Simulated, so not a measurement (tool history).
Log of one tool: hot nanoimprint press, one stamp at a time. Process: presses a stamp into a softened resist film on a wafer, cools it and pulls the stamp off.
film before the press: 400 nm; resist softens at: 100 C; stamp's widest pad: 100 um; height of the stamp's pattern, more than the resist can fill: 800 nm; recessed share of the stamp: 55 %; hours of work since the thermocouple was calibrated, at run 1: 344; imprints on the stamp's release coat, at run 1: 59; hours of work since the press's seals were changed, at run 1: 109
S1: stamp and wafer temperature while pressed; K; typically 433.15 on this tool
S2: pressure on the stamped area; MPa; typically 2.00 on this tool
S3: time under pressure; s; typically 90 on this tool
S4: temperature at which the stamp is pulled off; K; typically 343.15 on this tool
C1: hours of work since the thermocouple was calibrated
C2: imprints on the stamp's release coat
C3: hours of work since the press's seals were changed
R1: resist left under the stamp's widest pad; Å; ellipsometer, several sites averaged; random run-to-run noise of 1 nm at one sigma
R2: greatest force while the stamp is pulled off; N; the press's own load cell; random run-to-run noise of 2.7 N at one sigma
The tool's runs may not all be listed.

run	day	S1	S2	S3	S4	C1	C2	C3	R1	R2
1	0.000	433.15	2.00	90	343.15	344	59	109	1598	134
2	0.496	433.15	2.00	90	343.15	352	117	118	1599	135
3	0.825	433.15	2.18	90	343.15	357	156	123	1539	133
4	1.371	433.15	1.96	90	343.15	367	221	132	1607	136
5	1.904	433.15	1.96	90	343.15	376	284	141	1639	134
# day 2.346: plate thermocouple calibrated
6	2.375	433.15	1.96	90	343.15	0	325	147	1693	141
7	2.721	433.15	2.00	90	341.15	6	366	153	1685	150
8	3.183	433.15	2.00	90	343.15	14	420	160	1683	141
9	3.617	433.15	2.00	90	343.15	21	472	168	1682	140
10	4.121	433.15	2.00	90	343.15	30	531	176	1691	145
# day 4.542: plate thermocouple calibrated, once more
11	4.558	433.15	2.00	90	343.15	0	568	181	1473	136
12	4.921	432.15	2.00	90	343.15	6	611	187	1559	134
13	5.233	432.15	2.00	90	343.15	12	648	193	1538	137
14	5.642	433.15	2.00	114	343.15	18	696	199	1328	137
15	6.054	445.15	2.00	90	343.15	25	745	206	875	136
16	6.567	445.15	1.74	99	345.15	34	806	215	922	134
17	6.908	444.15	1.74	48	342.15	40	846	221	1302	142
18	7.375	444.15	1.74	48	342.15	47	901	228	1295	147
19	7.917	444.15	1.37	48	332.15	56	965	238	1457	173
20	8.162	444.15	1.37	48	332.15	61	994	242	1450	176
21	8.712	444.15	1.37	48	332.15	70	1059	251	1462	172
22	9.125	444.15	1.37	48	332.15	77	1108	258	1454	181
23	9.383	433.15	1.21	90	349.15	81	1139	262	1915	120
24	9.683	430.15	2.00	90	337.15	86	1174	267	1730	158
25	10.158	430.15	2.00	90	337.15	94	1230	275	1731	162
26	10.696	430.15	2.00	90	337.15	103	1294	284	1723	164
27	11.238	433.15	2.03	142	342.15	112	1357	293	1238	151
28	11.783	433.15	2.03	142	342.15	121	1422	302	1258	153
29	12.288	441.15	1.82	87	349.15	130	1482	311	1152	126

Table of differences, measured result less the result of that run with no hidden state. Run-to-run variation is the same in both. Gauge scatter possibly is not:
What the log doesn't record here: true temperature over the reading, C; pressure that arrives at the usual setting, %; grip of the stamp's worn release coat, % over a new coat's; drift of the gauge itself on residual_nm, %; drift of the gauge itself on pull_off_n, %.
run	R1	R2
1	+121	+5
2	+124	+6
3	+123	+7
4	+129	+8
5	+135	+9
6	+214	+13
7	+215	+14
8	+218	+14
9	+219	+15
10	+224	+16
11	+9	+8
12	+12	+8
13	+13	+9
14	+14	+10
15	+10	+10
16	+11	+11
17	+18	+12
18	+19	+14
19	+22	+17
20	+23	+18
21	+26	+18
22	+28	+20
23	+38	+14
24	+43	+18
25	+47	+20
26	+51	+21
27	+41	+21
28	+44	+22
29	+38	+19

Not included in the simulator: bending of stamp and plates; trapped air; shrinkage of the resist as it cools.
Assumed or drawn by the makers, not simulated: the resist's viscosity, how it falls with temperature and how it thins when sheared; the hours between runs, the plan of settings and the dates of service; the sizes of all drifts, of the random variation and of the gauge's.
